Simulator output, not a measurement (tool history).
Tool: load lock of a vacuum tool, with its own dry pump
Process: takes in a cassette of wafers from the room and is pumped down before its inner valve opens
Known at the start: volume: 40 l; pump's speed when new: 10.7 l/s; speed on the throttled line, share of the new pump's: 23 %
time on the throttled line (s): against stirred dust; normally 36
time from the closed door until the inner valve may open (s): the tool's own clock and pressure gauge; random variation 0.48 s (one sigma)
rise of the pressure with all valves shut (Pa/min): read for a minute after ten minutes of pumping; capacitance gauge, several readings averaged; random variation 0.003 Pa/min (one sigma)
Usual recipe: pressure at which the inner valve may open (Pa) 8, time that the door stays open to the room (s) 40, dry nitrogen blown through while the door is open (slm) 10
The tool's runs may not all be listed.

run,day,time on the throttled line (s),pressure at which the inner valve may open (Pa),time that the door stays open to the room (s),dry nitrogen blown through while the door is open (slm),"incoming humidity of the room's air, %",time from the closed door until the inner valve may open (s),rise of the pressure with all valves shut (Pa/min)
1,0,36,8,40,10,43.9,65.6,0.106
2,6.108,36,7,40,10,44.2,66.8,0.111
3,16.433,36,7,228,10,42.2,66.1,0.228
4,27.271,36,7,228,10,46.2,67.6,0.238
5,34.204,36,7,228,10,44.4,66.9,0.236
6,41.188,36,11,228,10,43,64.7,0.237
7,46.212,36,11,228,10,45.4,64.8,0.24
8,55.758,28,8,40,10,42.7,60,0.118
9,65.008,28,8,40,10,44.3,60.3,0.118
10,71.946,36,8,40,10,46.4,66.3,0.12
11,80.312,36,8,40,10,43.5,66.7,0.121
12,88.479,36,8,40,10,46,67.1,0.127
13,97.354,36,8,40,10,44.1,66.5,0.127
14,104.75,36,8,121,10,46,65.9,0.193
15,109.917,36,8,239,10,41.3,67,0.243
16,115.833,36,8,239,10,40.1,65.7,0.254
17,121.179,36,8,40,10,43.5,67.4,0.129
18,128.233,36,8,40,5,46,66.4,0.142
19,134.154,36,8,40,5,42.8,67,0.132
20,143.396,55,6,48,27,44.7,82.6,0.128
21,150.817,55,6,48,27,46.4,82.6,0.131
22,160.617,36,8,50,6,43,66.5,0.157
23,166.712,36,10,64,38,48.1,66.2,0.138
24,173.821,36,10,64,38,45.7,66.5,0.136
25,180.379,36,10,64,38,44.2,67,0.135
26,187.571,19,14,210,8,48,52.9,0.29
27,196.483,22,8,181,33,46.4,58.3,0.197
28,203.183,22,8,181,33,50.3,57.5,0.211
29,214.062,56,14,40,10,42.4,81.7,0.152

Run 30 comes next. What will it give?
30,220.121,36,11,183,31,44.4,?,?

time from the closed door until the inner valve may open (s): 66.4
rise of the pressure with all valves shut (Pa/min): 0.206
If the tool had no hidden condition, the same run with the same run-to-run variation would have returned time from the closed door until the inner valve may open (s) 61.7, rise of the pressure with all valves shut (Pa/min) 0.097.
